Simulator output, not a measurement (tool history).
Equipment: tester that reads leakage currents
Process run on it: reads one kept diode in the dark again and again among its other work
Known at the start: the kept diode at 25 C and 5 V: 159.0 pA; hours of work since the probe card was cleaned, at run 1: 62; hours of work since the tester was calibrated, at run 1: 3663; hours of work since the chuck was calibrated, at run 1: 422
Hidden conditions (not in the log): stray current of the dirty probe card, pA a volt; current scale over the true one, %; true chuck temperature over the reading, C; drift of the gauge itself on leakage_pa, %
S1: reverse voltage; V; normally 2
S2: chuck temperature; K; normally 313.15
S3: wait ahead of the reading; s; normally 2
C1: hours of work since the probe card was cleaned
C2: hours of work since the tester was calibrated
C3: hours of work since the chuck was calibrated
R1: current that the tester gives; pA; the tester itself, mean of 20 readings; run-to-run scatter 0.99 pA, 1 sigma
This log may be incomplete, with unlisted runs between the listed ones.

Run 1, day 0: usual settings; C1 62; C2 3663; C3 422. Result: R1 312.89 pA.
Run 2, day 4.65: usual settings; C1 119; C2 3720; C3 479. Result: R1 310.64 pA.
Run 3, day 13.142: usual settings; C1 224; C2 3825; C3 584. Result: R1 306.02 pA.
Run 4, day 20.954: usual settings but S2 302.15 K; C1 320; C2 3921; C3 680. Result: R1 128.55 pA.
At day 27.254: chuck's temperature calibrated.
Run 5, day 30.942: usual settings but S2 293.15 K; C1 442; C2 4042; C3 45. Result: R1 66.37 pA.
Run 6, day 36.488: usual settings but S2 293.15 K; C1 510; C2 4111; C3 113. Result: R1 66.37 pA.
Run 7, day 41.567: usual settings; C1 572; C2 4173; C3 176. Result: R1 324.45 pA.
Run 8, day 49.875: usual settings but S1 2.85 V; C1 674; C2 4275; C3 278. Result: R1 382.63 pA.
Run 9, day 59.512: usual settings but S1 2.85 V; C1 793; C2 4393; C3 396. Result: R1 376.71 pA.
Run 10, day 63.642: usual settings but S1 2.85 V; C1 843; C2 4444; C3 447. Result: R1 377.46 pA.

For run 11, what comes out?
Run 11, day 69.817: usual settings but S1 9.26 V, S2 295.15 K, S3 5.7 s; C1 919; C2 4520; C3 523. Result: R1 ?.

Run 11 yielded R1 165.76 pA.
Had the tool carried no hidden state, the very same run would have given R1 168.42 pA.

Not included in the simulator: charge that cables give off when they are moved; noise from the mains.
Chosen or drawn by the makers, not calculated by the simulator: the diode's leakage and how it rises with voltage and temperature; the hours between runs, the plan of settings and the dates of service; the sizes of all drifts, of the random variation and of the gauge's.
